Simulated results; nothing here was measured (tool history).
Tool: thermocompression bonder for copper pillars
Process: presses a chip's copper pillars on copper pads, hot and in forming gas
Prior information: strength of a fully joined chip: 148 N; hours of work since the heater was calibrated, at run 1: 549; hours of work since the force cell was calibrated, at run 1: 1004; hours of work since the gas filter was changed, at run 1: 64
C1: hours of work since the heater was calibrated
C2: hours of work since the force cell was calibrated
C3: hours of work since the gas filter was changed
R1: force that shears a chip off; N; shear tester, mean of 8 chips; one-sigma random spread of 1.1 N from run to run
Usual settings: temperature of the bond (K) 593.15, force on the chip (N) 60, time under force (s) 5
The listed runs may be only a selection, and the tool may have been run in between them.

{"run": 1, "hour": 0.0, "temperature of the bond (K)": 593.15, "force on the chip (N)": 60, "time under force (s)": 5, "C1": 549, "C2": 1004, "C3": 64, "R1": 89.6}
{"run": 2, "hour": 45.3, "temperature of the bond (K)": 593.15, "force on the chip (N)": 60, "time under force (s)": 5, "C1": 568, "C2": 1023, "C3": 83, "R1": 88.7}
{"run": 3, "hour": 128.2, "temperature of the bond (K)": 593.15, "force on the chip (N)": 60, "time under force (s)": 5, "C1": 602, "C2": 1057, "C3": 117, "R1": 85.8}
{"hour": 145.1, "done": "forming gas filter changed"}
{"run": 4, "hour": 201.6, "temperature of the bond (K)": 594.15, "force on the chip (N)": 60, "time under force (s)": 5, "C1": 632, "C2": 1087, "C3": 23, "R1": 94}
{"run": 5, "hour": 261.2, "temperature of the bond (K)": 594.15, "force on the chip (N)": 60, "time under force (s)": 5, "C1": 657, "C2": 1112, "C3": 48, "R1": 93.3}
{"run": 6, "hour": 322.0, "temperature of the bond (K)": 594.15, "force on the chip (N)": 60, "time under force (s)": 5, "C1": 682, "C2": 1137, "C3": 73, "R1": 86.6}
{"run": 7, "hour": 374.0, "temperature of the bond (K)": 594.15, "force on the chip (N)": 39, "time under force (s)": 5, "C1": 704, "C2": 1158, "C3": 95, "R1": 57.1}
{"hour": 439.6, "done": "forming gas filter changed"}
{"run": 8, "hour": 439.6, "temperature of the bond (K)": 594.15, "force on the chip (N)": 41, "time under force (s)": 5, "C1": 730, "C2": 1185, "C3": 0, "R1": 66.3}
{"run": 9, "hour": 518.1, "temperature of the bond (K)": 594.15, "force on the chip (N)": 41, "time under force (s)": 5, "C1": 763, "C2": 1217, "C3": 32, "R1": 65.2}
{"run": 10, "hour": 584.7, "temperature of the bond (K)": 594.15, "force on the chip (N)": 41, "time under force (s)": 5, "C1": 790, "C2": 1245, "C3": 60, "R1": 62.8}
{"run": 11, "hour": 684.7, "temperature of the bond (K)": 594.15, "force on the chip (N)": 41, "time under force (s)": 5, "C1": 832, "C2": 1286, "C3": 101, "R1": 58.2}
{"hour": 742.3, "done": "forming gas filter changed"}
{"run": 12, "hour": 784.0, "temperature of the bond (K)": 594.15, "force on the chip (N)": 41, "time under force (s)": 5, "C1": 872, "C2": 1327, "C3": 17, "R1": 65}
{"run": 13, "hour": 873.3, "temperature of the bond (K)": 593.15, "force on the chip (N)": 60, "time under force (s)": 5, "C1": 909, "C2": 1364, "C3": 54, "R1": 86.9}
{"run": 14, "hour": 958.4, "temperature of the bond (K)": 593.15, "force on the chip (N)": 81, "time under force (s)": 5, "C1": 944, "C2": 1399, "C3": 89, "R1": 105.3}
{"hour": 1042.4, "done": "forming gas filter changed"}
{"run": 15, "hour": 1048.8, "temperature of the bond (K)": 593.15, "force on the chip (N)": 81, "time under force (s)": 5, "C1": 981, "C2": 1436, "C3": 3, "R1": 116}
{"run": 16, "hour": 1131.5, "temperature of the bond (K)": 593.15, "force on the chip (N)": 81, "time under force (s)": 5, "C1": 1016, "C2": 1470, "C3": 37, "R1": 111.5}
{"run": 17, "hour": 1193.3, "temperature of the bond (K)": 593.15, "force on the chip (N)": 81, "time under force (s)": 5, "C1": 1041, "C2": 1496, "C3": 62, "R1": 107.3}
{"run": 18, "hour": 1256.7, "temperature of the bond (K)": 593.15, "force on the chip (N)": 81, "time under force (s)": 5, "C1": 1067, "C2": 1522, "C3": 88, "R1": 104.5}
{"run": 19, "hour": 1334.4, "temperature of the bond (K)": 593.15, "force on the chip (N)": 81, "time under force (s)": 5, "C1": 1099, "C2": 1554, "C3": 121, "R1": 97.5}
{"hour": 1343.4, "done": "forming gas filter changed"}
{"run": 20, "hour": 1376.3, "temperature of the bond (K)": 593.15, "force on the chip (N)": 81, "time under force (s)": 5, "C1": 1116, "C2": 1571, "C3": 14, "R1": 112.4}
{"run": 21, "hour": 1460.9, "temperature of the bond (K)": 604.15, "force on the chip (N)": 60, "time under force (s)": 5, "C1": 1151, "C2": 1606, "C3": 49, "R1": 96.2}
{"run": 22, "hour": 1521.4, "temperature of the bond (K)": 593.15, "force on the chip (N)": 63, "time under force (s)": 8, "C1": 1176, "C2": 1631, "C3": 73, "R1": 99}
{"run": 23, "hour": 1579.7, "temperature of the bond (K)": 608.15, "force on the chip (N)": 60, "time under force (s)": 9, "C1": 1200, "C2": 1655, "C3": 98, "R1": 107.5}
{"hour": 1625.0, "done": "heater calibrated with a thermocouple chip"}
{"run": 24, "hour": 1626.3, "temperature of the bond (K)": 600.15, "force on the chip (N)": 60, "time under force (s)": 6, "C1": 1, "C2": 1673, "C3": 116, "R1": 99.3}
{"hour": 1643.7, "done": "forming gas filter changed"}
{"run": 25, "hour": 1705.3, "temperature of the bond (K)": 621.15, "force on the chip (N)": 60, "time under force (s)": 9, "C1": 33, "C2": 1706, "C3": 25, "R1": 132.4}
{"run": 26, "hour": 1782.3, "temperature of the bond (K)": 604.15, "force on the chip (N)": 45, "time under force (s)": 12, "C1": 65, "C2": 1738, "C3": 57, "R1": 103.9}
{"run": 27, "hour": 1858.1, "temperature of the bond (K)": 593.15, "force on the chip (N)": 78, "time under force (s)": 5, "C1": 96, "C2": 1769, "C3": 88, "R1": 108.9}
{"run": 28, "hour": 1912.5, "temperature of the bond (K)": 593.15, "force on the chip (N)": 87, "time under force (s)": 3, "C1": 118, "C2": 1791, "C3": 111, "R1": 101.4}
{"hour": 1944.7, "done": "forming gas filter changed"}
{"run": 29, "hour": 2007.5, "temperature of the bond (K)": 613.15, "force on the chip (N)": 40, "time under force (s)": 14, "C1": 157, "C2": 1830, "C3": 26, "R1": 108.8}
{"run": 30, "hour": 2064.3, "temperature of the bond (K)": 613.15, "force on the chip (N)": 40, "time under force (s)": 14, "C1": 181, "C2": 1854, "C3": 49, "R1": 106.3}
{"run": 31, "hour": 2152.7, "temperature of the bond (K)": 613.15, "force on the chip (N)": 40, "time under force (s)": 11, "C1": 217, "C2": 1890, "C3": 86, "R1": 96.8}
{"run": 32, "hour": 2237.2, "temperature of the bond (K)": 615.15, "force on the chip (N)": 89, "time under force (s)": 12, "C1": 252, "C2": 1925, "C3": 121, "R1": 127.4}
{"hour": 2245.6, "done": "forming gas filter changed"}
{"run": 33, "hour": 2300.0, "temperature of the bond (K)": 586.15, "force on the chip (N)": 53, "time under force (s)": 14, "C1": 278, "C2": 1951, "C3": 22, "R1": 106.9}
{"run": 34, "hour": 2387.6, "temperature of the bond (K)": 586.15, "force on the chip (N)": 53, "time under force (s)": 14, "C1": 314, "C2": 1987, "C3": 59, "R1": 102.3}
{"hour": 2426.4, "done": "force cell calibrated"}
{"run": 35, "hour": 2449.3, "temperature of the bond (K)": 610.15, "force on the chip (N)": 40, "time under force (s)": 8, "C1": 339, "C2": 9, "C3": 83, "R1": 86.4}
{"run": 36, "hour": 2520.1, "temperature of the bond (K)": 565.15, "force on the chip (N)": 40, "time under force (s)": 9, "C1": 368, "C2": 39, "C3": 113, "R1": 51.8}
{"hour": 2548.9, "done": "forming gas filter changed"}
{"run": 37, "hour": 2566.5, "temperature of the bond (K)": 590.15, "force on the chip (N)": 60, "time under force (s)": 8, "C1": 387, "C2": 58, "C3": 7, "R1": 109.5}
{"run": 38, "hour": 2663.9, "temperature of the bond (K)": 566.15, "force on the chip (N)": 60, "time under force (s)": 14, "C1": 427, "C2": 98, "C3": 47, "R1": 97}
{"run": 39, "hour": 2716.7, "temperature of the bond (K)": 566.15, "force on the chip (N)": 60, "time under force (s)": 14, "C1": 449, "C2": 120, "C3": 69, "R1": 93}

4 ways to go on from here, each from the tool as it stands after run 39. What would each give?
{"run": "A", "hour": 2765.3, "temperature of the bond (K)": 611.15, "force on the chip (N)": 46, "time under force (s)": 6, "C1": 469, "C2": 140, "C3": 89, "R1": "?"}
{"run": "B", "hour": 2765.3, "temperature of the bond (K)": 587.15, "force on the chip (N)": 67, "time under force (s)": 7, "C1": 469, "C2": 140, "C3": 89, "R1": "?"}
{"run": "C", "hour": 2765.3, "temperature of the bond (K)": 620.15, "force on the chip (N)": 50, "time under force (s)": 4, "C1": 469, "C2": 140, "C3": 89, "R1": "?"}
{"run": "D", "hour": 2765.3, "temperature of the bond (K)": 579.15, "force on the chip (N)": 86, "time under force (s)": 4, "C1": 469, "C2": 140, "C3": 89, "R1": "?"}

run=A R1=93.3
run=B R1=100.8
run=C R1=94.3
run=D R1=99.8
With the hidden condition removed and each run's random variation left untouched, the same runs would have given:
run=A R1=105.4
run=B R1=113.6
run=C R1=106.3
run=D R1=112.6

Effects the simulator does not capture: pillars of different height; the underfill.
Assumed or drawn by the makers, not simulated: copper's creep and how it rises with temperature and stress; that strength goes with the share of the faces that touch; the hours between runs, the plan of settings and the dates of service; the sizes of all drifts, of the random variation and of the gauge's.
